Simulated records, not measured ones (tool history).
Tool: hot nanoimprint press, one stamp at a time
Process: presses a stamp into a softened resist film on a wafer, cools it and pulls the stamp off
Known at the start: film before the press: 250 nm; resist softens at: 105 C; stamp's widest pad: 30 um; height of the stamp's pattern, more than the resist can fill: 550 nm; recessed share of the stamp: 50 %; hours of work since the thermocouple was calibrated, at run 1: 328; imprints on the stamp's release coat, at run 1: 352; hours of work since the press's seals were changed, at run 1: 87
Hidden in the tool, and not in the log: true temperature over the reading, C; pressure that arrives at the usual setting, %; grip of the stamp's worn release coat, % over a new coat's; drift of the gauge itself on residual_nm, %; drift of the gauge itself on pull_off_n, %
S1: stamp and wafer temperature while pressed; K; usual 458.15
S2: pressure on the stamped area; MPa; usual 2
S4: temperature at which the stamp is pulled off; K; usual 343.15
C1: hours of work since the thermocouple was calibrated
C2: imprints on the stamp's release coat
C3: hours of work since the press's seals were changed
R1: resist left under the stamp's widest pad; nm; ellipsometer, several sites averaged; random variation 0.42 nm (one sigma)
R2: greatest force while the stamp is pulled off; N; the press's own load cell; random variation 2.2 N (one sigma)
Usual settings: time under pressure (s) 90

Run 1, hour 0: usual settings; C1 328; C2 352; C3 87. Result: R1 134.3 nm, R2 229 N.
Run 2, hour 17.5: usual settings; C1 337; C2 387; C3 96. Result: R1 134.7 nm, R2 234 N.
Run 3, hour 34.4: usual settings; C1 345; C2 421; C3 104. Result: R1 134.5 nm, R2 235 N.
Run 4, hour 43.8: usual settings but S4 331.15 K; C1 350; C2 440; C3 109. Result: R1 133.9 nm, R2 316 N.
Run 5, hour 59.2: usual settings but S4 334.15 K; C1 358; C2 471; C3 116. Result: R1 134.3 nm, R2 295 N.
Run 6, hour 67: usual settings but S4 342.15 K; C1 362; C2 487; C3 120. Result: R1 134.1 nm, R2 247 N.
Run 7, hour 84.6: usual settings but S4 342.15 K; C1 370; C2 522; C3 129. Result: R1 134.9 nm, R2 242 N.
At hour 88.7: plate thermocouple calibrated.
Run 8, hour 105.5: usual settings but S4 342.15 K; C1 8; C2 558; C3 138. Result: R1 136.3 nm, R2 248 N.
At hour 120.2: plate thermocouple calibrated, once more.
Run 9, hour 127.3: usual settings but S4 342.15 K; C1 4; C2 596; C3 147. Result: R1 131.7 nm, R2 242 N.
Run 10, hour 136: usual settings but S4 342.15 K; C1 8; C2 613; C3 151. Result: R1 132.2 nm, R2 242 N.
Run 11, hour 154.8: usual settings but S4 342.15 K; C1 17; C2 651; C3 161. Result: R1 131.9 nm, R2 250 N.
At hour 170.8: stamp cleaned and given a new release coat.
Run 12, hour 172.5: usual settings but S1 464.15 K, S2 1.23 MPa, S4 342.15 K; C1 23; C2 3; C3 166. Result: R1 139.7 nm, R2 216 N.
Run 13, hour 181.3: usual settings but S2 1.93 MPa, time under pressure (s) 99; C1 27; C2 21; C3 171. Result: R1 129.2 nm, R2 213 N.
Run 14, hour 195.4: usual settings but S2 1.33 MPa, time under pressure (s) 101; C1 34; C2 49; C3 178. Result: R1 150.1 nm, R2 214 N.
Run 15, hour 205.3: usual settings but S1 459.15 K, S2 1.25 MPa, time under pressure (s) 75, S4 334.15 K; C1 39; C2 69; C3 183. Result: R1 163.9 nm, R2 270 N.
Run 16, hour 215.5: usual settings but S1 459.15 K, S2 1.25 MPa, time under pressure (s) 75, S4 334.15 K; C1 44; C2 90; C3 188. Result: R1 163.7 nm, R2 273 N.
Run 17, hour 226.2: usual settings but S1 464.15 K, time under pressure (s) 180; C1 50; C2 111; C3 193. Result: R1 86.9 nm, R2 214 N.
Run 18, hour 241.7: usual settings but S1 464.15 K, time under pressure (s) 180; C1 57; C2 142; C3 201. Result: R1 86.4 nm, R2 218 N.
Run 19, hour 253.1: usual settings but S1 461.15 K, S2 1.46 MPa, time under pressure (s) 60, S4 351.15 K; C1 63; C2 165; C3 206. Result: R1 158.4 nm, R2 165 N.
Run 20, hour 266.2: usual settings but S1 461.15 K, S2 1.21 MPa, time under pressure (s) 60, S4 351.15 K; C1 69; C2 192; C3 213. Result: R1 169.4 nm, R2 169 N.
Run 21, hour 282.2: usual settings but S1 453.15 K, S2 2.62 MPa, time under pressure (s) 60, S4 351.15 K; C1 77; C2 224; C3 221. Result: R1 153.2 nm, R2 173 N.
Run 22, hour 296.1: usual settings but S1 446.15 K, S2 2.97 MPa, time under pressure (s) 47, S4 341.15 K; C1 84; C2 251; C3 228. Result: R1 183.7 nm, R2 236 N.

Forecast each of these 3 alternatives for the next run:
Run A, hour 309.8: usual settings but S1 459.15 K, S2 2.97 MPa, time under pressure (s) 47, S4 341.15 K; C1 91; C2 279; C3 234. Result: R1 ?, R2 ?.
Run B, hour 309.8: usual settings but S1 446.15 K, S2 1.53 MPa, time under pressure (s) 151, S4 341.15 K; C1 91; C2 279; C3 234. Result: R1 ?, R2 ?.
Run C, hour 309.8: usual settings but S2 3.15 MPa, time under pressure (s) 47, S4 334.15 K; C1 91; C2 279; C3 234. Result: R1 ?, R2 ?.

run     R1   R2
  A  136.5  236
  B  169.7  238
  C  135.9  279
Without the tool's hidden state the same runs would have given:
run     R1   R2
  A  135.7  223
  B  169.2  225
  C  135.1  263
